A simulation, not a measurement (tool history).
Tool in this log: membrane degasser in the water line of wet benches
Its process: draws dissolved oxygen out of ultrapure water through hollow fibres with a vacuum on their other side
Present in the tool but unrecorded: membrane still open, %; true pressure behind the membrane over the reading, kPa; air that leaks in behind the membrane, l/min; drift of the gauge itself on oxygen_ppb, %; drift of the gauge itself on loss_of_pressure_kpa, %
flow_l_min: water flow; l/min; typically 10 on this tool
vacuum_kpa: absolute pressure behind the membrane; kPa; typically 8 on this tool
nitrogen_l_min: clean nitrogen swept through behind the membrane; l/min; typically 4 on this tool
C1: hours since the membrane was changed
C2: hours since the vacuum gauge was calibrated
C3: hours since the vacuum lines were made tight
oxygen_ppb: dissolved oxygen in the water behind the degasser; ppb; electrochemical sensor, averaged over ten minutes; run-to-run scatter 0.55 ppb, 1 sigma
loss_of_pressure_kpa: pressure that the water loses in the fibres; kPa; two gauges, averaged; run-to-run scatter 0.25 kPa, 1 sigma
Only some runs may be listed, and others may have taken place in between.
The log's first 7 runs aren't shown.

{"run": 8, "hour": 670.3, "flow_l_min": 10, "vacuum_kpa": 10.95, "nitrogen_l_min": 4, "C1": 3287, "C2": 3457, "C3": 1468, "oxygen_ppb": 67.8, "loss_of_pressure_kpa": 67.73}
{"run": 9, "hour": 745.4, "flow_l_min": 10, "vacuum_kpa": 10.95, "nitrogen_l_min": 4, "C1": 3362, "C2": 3532, "C3": 1543, "oxygen_ppb": 68.1, "loss_of_pressure_kpa": 68.08}
{"run": 10, "hour": 848.9, "flow_l_min": 10, "vacuum_kpa": 10.95, "nitrogen_l_min": 4, "C1": 3465, "C2": 3635, "C3": 1647, "oxygen_ppb": 69.7, "loss_of_pressure_kpa": 67.89}
{"run": 11, "hour": 920.6, "flow_l_min": 10, "vacuum_kpa": 10.95, "nitrogen_l_min": 4, "C1": 3537, "C2": 3707, "C3": 1719, "oxygen_ppb": 68.5, "loss_of_pressure_kpa": 67.65}
{"run": 12, "hour": 1017.4, "flow_l_min": 10, "vacuum_kpa": 8, "nitrogen_l_min": 4, "C1": 3634, "C2": 3804, "C3": 1815, "oxygen_ppb": 49.6, "loss_of_pressure_kpa": 67.75}
{"run": 13, "hour": 1136.9, "flow_l_min": 10, "vacuum_kpa": 5.97, "nitrogen_l_min": 4, "C1": 3753, "C2": 3923, "C3": 1935, "oxygen_ppb": 37.2, "loss_of_pressure_kpa": 67.96}
{"run": 14, "hour": 1225.3, "flow_l_min": 10, "vacuum_kpa": 13.62, "nitrogen_l_min": 4, "C1": 3842, "C2": 4012, "C3": 2023, "oxygen_ppb": 84.9, "loss_of_pressure_kpa": 67.67}
{"run": 15, "hour": 1315.1, "flow_l_min": 10, "vacuum_kpa": 13.62, "nitrogen_l_min": 4, "C1": 3932, "C2": 4102, "C3": 2113, "oxygen_ppb": 86.1, "loss_of_pressure_kpa": 68.06}
{"run": 16, "hour": 1405.7, "flow_l_min": 10, "vacuum_kpa": 8, "nitrogen_l_min": 4, "C1": 4022, "C2": 4192, "C3": 2204, "oxygen_ppb": 49.9, "loss_of_pressure_kpa": 68.15}
{"run": 17, "hour": 1523.7, "flow_l_min": 13, "vacuum_kpa": 8, "nitrogen_l_min": 4, "C1": 4140, "C2": 4310, "C3": 2322, "oxygen_ppb": 81.3, "loss_of_pressure_kpa": 88.11}
{"hour": 1591.9, "done": "vacuum gauge calibrated"}
{"run": 18, "hour": 1618.5, "flow_l_min": 10, "vacuum_kpa": 8.33, "nitrogen_l_min": 7.61, "C1": 4235, "C2": 27, "C3": 2416, "oxygen_ppb": 37.1, "loss_of_pressure_kpa": 67.92}
{"run": 19, "hour": 1727.1, "flow_l_min": 10, "vacuum_kpa": 8.33, "nitrogen_l_min": 7.61, "C1": 4343, "C2": 135, "C3": 2525, "oxygen_ppb": 37.2, "loss_of_pressure_kpa": 67.93}
{"run": 20, "hour": 1813.5, "flow_l_min": 10, "vacuum_kpa": 8, "nitrogen_l_min": 6.12, "C1": 4429, "C2": 222, "C3": 2611, "oxygen_ppb": 39.6, "loss_of_pressure_kpa": 67.93}
{"run": 21, "hour": 1901.9, "flow_l_min": 11, "vacuum_kpa": 8, "nitrogen_l_min": 6.81, "C1": 4518, "C2": 310, "C3": 2699, "oxygen_ppb": 46.6, "loss_of_pressure_kpa": 74.78}
{"run": 22, "hour": 2019.8, "flow_l_min": 11, "vacuum_kpa": 8, "nitrogen_l_min": 6.81, "C1": 4636, "C2": 428, "C3": 2817, "oxygen_ppb": 46.6, "loss_of_pressure_kpa": 74.91}
{"run": 23, "hour": 2072.8, "flow_l_min": 11, "vacuum_kpa": 8, "nitrogen_l_min": 6.81, "C1": 4689, "C2": 481, "C3": 2870, "oxygen_ppb": 45.6, "loss_of_pressure_kpa": 75.14}
{"run": 24, "hour": 2128.2, "flow_l_min": 10, "vacuum_kpa": 6.94, "nitrogen_l_min": 2.38, "C1": 4744, "C2": 536, "C3": 2926, "oxygen_ppb": 59.2, "loss_of_pressure_kpa": 68.12}
{"run": 25, "hour": 2201.5, "flow_l_min": 10, "vacuum_kpa": 6.03, "nitrogen_l_min": 7.08, "C1": 4818, "C2": 610, "C3": 2999, "oxygen_ppb": 30.6, "loss_of_pressure_kpa": 68.38}
{"run": 26, "hour": 2279.7, "flow_l_min": 10, "vacuum_kpa": 6.03, "nitrogen_l_min": 7.08, "C1": 4896, "C2": 688, "C3": 3077, "oxygen_ppb": 30.2, "loss_of_pressure_kpa": 68.47}
{"run": 27, "hour": 2399.6, "flow_l_min": 10, "vacuum_kpa": 6.03, "nitrogen_l_min": 7.08, "C1": 5016, "C2": 808, "C3": 3197, "oxygen_ppb": 30.7, "loss_of_pressure_kpa": 68.38}
{"run": 28, "hour": 2481.4, "flow_l_min": 9, "vacuum_kpa": 8, "nitrogen_l_min": 4, "C1": 5097, "C2": 890, "C3": 3279, "oxygen_ppb": 42.6, "loss_of_pressure_kpa": 61.81}
{"run": 29, "hour": 2581.8, "flow_l_min": 9, "vacuum_kpa": 8, "nitrogen_l_min": 4, "C1": 5198, "C2": 990, "C3": 3379, "oxygen_ppb": 41.3, "loss_of_pressure_kpa": 61.54}
{"run": 30, "hour": 2670.3, "flow_l_min": 12, "vacuum_kpa": 5.08, "nitrogen_l_min": 4, "C1": 5286, "C2": 1078, "C3": 3468, "oxygen_ppb": 49.8, "loss_of_pressure_kpa": 82.23}
{"run": 31, "hour": 2723.4, "flow_l_min": 12, "vacuum_kpa": 5.08, "nitrogen_l_min": 4, "C1": 5339, "C2": 1131, "C3": 3521, "oxygen_ppb": 50.7, "loss_of_pressure_kpa": 81.92}
{"run": 32, "hour": 2809.0, "flow_l_min": 12, "vacuum_kpa": 8.95, "nitrogen_l_min": 3.27, "C1": 5425, "C2": 1217, "C3": 3607, "oxygen_ppb": 88, "loss_of_pressure_kpa": 82.03}

Forecast each of these 3 alternatives for the next run:
{"run": "A", "hour": 2860.8, "flow_l_min": 9, "vacuum_kpa": 14.98, "nitrogen_l_min": 2.04, "C1": 5477, "C2": 1269, "C3": 3658, "oxygen_ppb": "?", "loss_of_pressure_kpa": "?"}
{"run": "B", "hour": 2860.8, "flow_l_min": 10, "vacuum_kpa": 4.93, "nitrogen_l_min": 3.95, "C1": 5477, "C2": 1269, "C3": 3658, "oxygen_ppb": "?", "loss_of_pressure_kpa": "?"}
{"run": "C", "hour": 2860.8, "flow_l_min": 8, "vacuum_kpa": 8.95, "nitrogen_l_min": 3.27, "C1": 5477, "C2": 1269, "C3": 3658, "oxygen_ppb": "?", "loss_of_pressure_kpa": "?"}

run=A oxygen_ppb=144.6 loss_of_pressure_kpa=61.41
run=B oxygen_ppb=32.4 loss_of_pressure_kpa=68.56
run=C oxygen_ppb=46.3 loss_of_pressure_kpa=54.82
Without the tool's hidden state the same runs would have given:
run=A oxygen_ppb=137.4 loss_of_pressure_kpa=59.48
run=B oxygen_ppb=28 loss_of_pressure_kpa=66.42
run=C oxygen_ppb=42.7 loss_of_pressure_kpa=53.1

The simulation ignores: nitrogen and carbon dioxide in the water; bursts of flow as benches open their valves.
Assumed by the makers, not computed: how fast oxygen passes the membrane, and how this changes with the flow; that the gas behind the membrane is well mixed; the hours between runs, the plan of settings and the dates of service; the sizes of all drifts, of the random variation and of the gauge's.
